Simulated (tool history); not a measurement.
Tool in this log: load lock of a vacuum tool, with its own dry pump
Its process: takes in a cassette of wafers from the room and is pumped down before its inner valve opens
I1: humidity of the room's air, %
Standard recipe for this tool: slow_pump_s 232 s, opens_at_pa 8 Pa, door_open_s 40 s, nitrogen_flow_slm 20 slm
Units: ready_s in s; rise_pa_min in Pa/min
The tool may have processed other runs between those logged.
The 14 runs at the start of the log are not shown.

run 15 hour=2603.8 | slow_pump_s=154 opens_at_pa=8 door_open_s=67 nitrogen_flow_slm=19 | I1=46.1 | ready_s=249.9 rise_pa_min=0.012
run 16 hour=2793 | slow_pump_s=154 opens_at_pa=8 door_open_s=67 nitrogen_flow_slm=19 | I1=45.1 | ready_s=250.4 rise_pa_min=0.009
run 17 hour=2971.6 | slow_pump_s=154 opens_at_pa=8 door_open_s=67 nitrogen_flow_slm=11 | I1=44.7 | ready_s=251 rise_pa_min=0.019
run 18 hour=3211.3 | slow_pump_s=154 opens_at_pa=8 door_open_s=67 nitrogen_flow_slm=11 | I1=40.8 | ready_s=250.9 rise_pa_min=0.016
run 19 hour=3405.5 | slow_pump_s=145 opens_at_pa=8 door_open_s=40 nitrogen_flow_slm=20 | I1=45.2 | ready_s=242.4 rise_pa_min=0.011
run 20 hour=3607.1 | slow_pump_s=232 opens_at_pa=8 door_open_s=157 nitrogen_flow_slm=20 | I1=38.2 | ready_s=321.2 rise_pa_min=0.015
run 21 hour=3848.3 | slow_pump_s=232 opens_at_pa=8 door_open_s=126 nitrogen_flow_slm=20 | I1=44.3 | ready_s=322.8 rise_pa_min=0.024
run 22 hour=4069.9 | slow_pump_s=232 opens_at_pa=8 door_open_s=126 nitrogen_flow_slm=20 | I1=45.4 | ready_s=320 rise_pa_min=0.021
run 23 hour=4293.3 | slow_pump_s=281 opens_at_pa=9 door_open_s=30 nitrogen_flow_slm=10 | I1=47.2 | ready_s=361.9 rise_pa_min=0.019
run 24 hour=4408.3 | slow_pump_s=281 opens_at_pa=9 door_open_s=30 nitrogen_flow_slm=10 | I1=45.3 | ready_s=363.1 rise_pa_min=0.017
run 25 hour=4591.6 | slow_pump_s=281 opens_at_pa=9 door_open_s=30 nitrogen_flow_slm=10 | I1=42.8 | ready_s=363.1 rise_pa_min=0.014
run 26 hour=4711 | slow_pump_s=172 opens_at_pa=16 door_open_s=73 nitrogen_flow_slm=4 | I1=44.8 | ready_s=258.6 rise_pa_min=0.025
run 27 hour=4833.6 | slow_pump_s=172 opens_at_pa=16 door_open_s=28 nitrogen_flow_slm=44 | I1=45.8 | ready_s=258.6 rise_pa_min=0.007
run 28 hour=4947.5 | slow_pump_s=137 opens_at_pa=12 door_open_s=39 nitrogen_flow_slm=7 | I1=46 | ready_s=229.8 rise_pa_min=0.021
run 29 hour=5131.6 | slow_pump_s=262 opens_at_pa=8 door_open_s=239 nitrogen_flow_slm=37 | I1=45.1 | ready_s=347 rise_pa_min=0.024
run 30 hour=5309.6 | slow_pump_s=269 opens_at_pa=8 door_open_s=25 nitrogen_flow_slm=32 | I1=43.8 | ready_s=354.1 rise_pa_min=0.007
-- hour=5526.1 door's seal changed, seat wiped
run 31 hour=5536.8 | slow_pump_s=269 opens_at_pa=8 door_open_s=25 nitrogen_flow_slm=32 | I1=44.9 | ready_s=354.5 rise_pa_min=0.008
run 32 hour=5638.6 | slow_pump_s=269 opens_at_pa=8 door_open_s=25 nitrogen_flow_slm=32 | I1=47.9 | ready_s=352.5 rise_pa_min=0.006
run 33 hour=5795.4 | slow_pump_s=269 opens_at_pa=8 door_open_s=25 nitrogen_flow_slm=32 | I1=42.5 | ready_s=352.1 rise_pa_min=0.009
run 34 hour=6032.1 | slow_pump_s=209 opens_at_pa=13 door_open_s=40 nitrogen_flow_slm=25 | I1=41.3 | ready_s=294.6 rise_pa_min=0.005
run 35 hour=6158.8 | slow_pump_s=185 opens_at_pa=10 door_open_s=33 nitrogen_flow_slm=12 | I1=45 | ready_s=275.2 rise_pa_min=0.009
run 36 hour=6338 | slow_pump_s=232 opens_at_pa=14 door_open_s=40 nitrogen_flow_slm=20 | I1=43.1 | ready_s=312.7 rise_pa_min=0.011
run 37 hour=6573 | slow_pump_s=326 opens_at_pa=7 door_open_s=40 nitrogen_flow_slm=20 | I1=43.9 | ready_s=405.1 rise_pa_min=0.008

Each row is a separate what-if for the run after 37, all from the same tool condition, not one after another. Results?
run A hour=6748.3 | slow_pump_s=333 opens_at_pa=8 door_open_s=87 nitrogen_flow_slm=15 | I1=46 | ready_s=? rise_pa_min=?
run B hour=6748.3 | slow_pump_s=326 opens_at_pa=10 door_open_s=40 nitrogen_flow_slm=20 | I1=46.1 | ready_s=? rise_pa_min=?
run C hour=6748.3 | slow_pump_s=326 opens_at_pa=7 door_open_s=95 nitrogen_flow_slm=10 | I1=43.3 | ready_s=? rise_pa_min=?
run D hour=6748.3 | slow_pump_s=326 opens_at_pa=14 door_open_s=40 nitrogen_flow_slm=20 | I1=46.1 | ready_s=? rise_pa_min=?

run=A ready_s=411.7 rise_pa_min=0.021
run=B ready_s=400.7 rise_pa_min=0.01
run=C ready_s=406.7 rise_pa_min=0.019
run=D ready_s=399.9 rise_pa_min=0.007
What these runs would have given with no unlogged condition in the tool:
run=A ready_s=411.6 rise_pa_min=0.021
run=B ready_s=400.7 rise_pa_min=0.01
run=C ready_s=406.6 rise_pa_min=0.019
run=D ready_s=399.8 rise_pa_min=0.007

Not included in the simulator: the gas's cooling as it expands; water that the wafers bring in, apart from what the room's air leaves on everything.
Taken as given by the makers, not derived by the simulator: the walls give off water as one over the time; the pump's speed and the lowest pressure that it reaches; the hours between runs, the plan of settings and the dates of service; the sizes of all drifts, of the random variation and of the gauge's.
